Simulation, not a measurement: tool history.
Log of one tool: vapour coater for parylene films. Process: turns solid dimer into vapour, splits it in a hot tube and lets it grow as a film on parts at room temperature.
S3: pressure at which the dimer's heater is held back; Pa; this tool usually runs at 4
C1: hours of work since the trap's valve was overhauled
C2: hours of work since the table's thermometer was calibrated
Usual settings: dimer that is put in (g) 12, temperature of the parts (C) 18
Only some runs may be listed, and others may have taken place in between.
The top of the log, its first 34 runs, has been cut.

{"run": 35, "hour": 540.4, "dimer that is put in (g)": 9, "temperature of the parts (C)": 18, "S3": 7.79, "C1": 108, "C2": 481, "thickness of the film (µm)": 3.43}
{"run": 36, "hour": 559.5, "dimer that is put in (g)": 9, "temperature of the parts (C)": 18, "S3": 5.42, "C1": 118, "C2": 491, "thickness of the film (µm)": 3.62}
{"run": 37, "hour": 573.4, "dimer that is put in (g)": 12, "temperature of the parts (C)": 17, "S3": 4, "C1": 125, "C2": 498, "thickness of the film (µm)": 5.21}
{"run": 38, "hour": 591.6, "dimer that is put in (g)": 7, "temperature of the parts (C)": 17, "S3": 2.82, "C1": 134, "C2": 508, "thickness of the film (µm)": 3.17}
{"run": 39, "hour": 609.4, "dimer that is put in (g)": 6, "temperature of the parts (C)": 28, "S3": 7.84, "C1": 143, "C2": 517, "thickness of the film (µm)": 1.82}
{"run": 40, "hour": 627.0, "dimer that is put in (g)": 20, "temperature of the parts (C)": 11, "S3": 4, "C1": 152, "C2": 526, "thickness of the film (µm)": 9.89}
{"run": 41, "hour": 642.4, "dimer that is put in (g)": 10, "temperature of the parts (C)": 18, "S3": 2.24, "C1": 160, "C2": 534, "thickness of the film (µm)": 4.63}
{"run": 42, "hour": 663.7, "dimer that is put in (g)": 22, "temperature of the parts (C)": 18, "S3": 2.23, "C1": 171, "C2": 545, "thickness of the film (µm)": 10.03}
{"run": 43, "hour": 674.6, "dimer that is put in (g)": 12, "temperature of the parts (C)": 21, "S3": 4, "C1": 177, "C2": 551, "thickness of the film (µm)": 4.66}
{"run": 44, "hour": 687.5, "dimer that is put in (g)": 15, "temperature of the parts (C)": 18, "S3": 2.71, "C1": 184, "C2": 557, "thickness of the film (µm)": 6.69}
{"run": 45, "hour": 697.4, "dimer that is put in (g)": 12, "temperature of the parts (C)": 18, "S3": 8.65, "C1": 189, "C2": 562, "thickness of the film (µm)": 4.51}
{"run": 46, "hour": 709.8, "dimer that is put in (g)": 7, "temperature of the parts (C)": 16, "S3": 8.3, "C1": 195, "C2": 569, "thickness of the film (µm)": 2.73}
{"run": 47, "hour": 726.8, "dimer that is put in (g)": 7, "temperature of the parts (C)": 16, "S3": 8.3, "C1": 204, "C2": 577, "thickness of the film (µm)": 2.75}

Consider 3 possible next runs. They are alternatives, not a sequence: every one starts from the tool as it was left by run 47. What does each give?
{"run": "A", "hour": 739.2, "dimer that is put in (g)": 21, "temperature of the parts (C)": 20, "S3": 5.4, "C1": 210, "C2": 584, "thickness of the film (µm)": "?"}
{"run": "B", "hour": 739.2, "dimer that is put in (g)": 7, "temperature of the parts (C)": 17, "S3": 2.59, "C1": 210, "C2": 584, "thickness of the film (µm)": "?"}
{"run": "C", "hour": 739.2, "dimer that is put in (g)": 7, "temperature of the parts (C)": 14, "S3": 8.3, "C1": 210, "C2": 584, "thickness of the film (µm)": "?"}

run=A thickness_of_the_film_(µm)=7.95
run=B thickness_of_the_film_(µm)=3.19
run=C thickness_of_the_film_(µm)=2.83
Without the tool's unlogged condition, the same runs would have read:
run=A thickness_of_the_film_(µm)=8.31
run=B thickness_of_the_film_(µm)=3.34
run=C thickness_of_the_film_(µm)=2.95
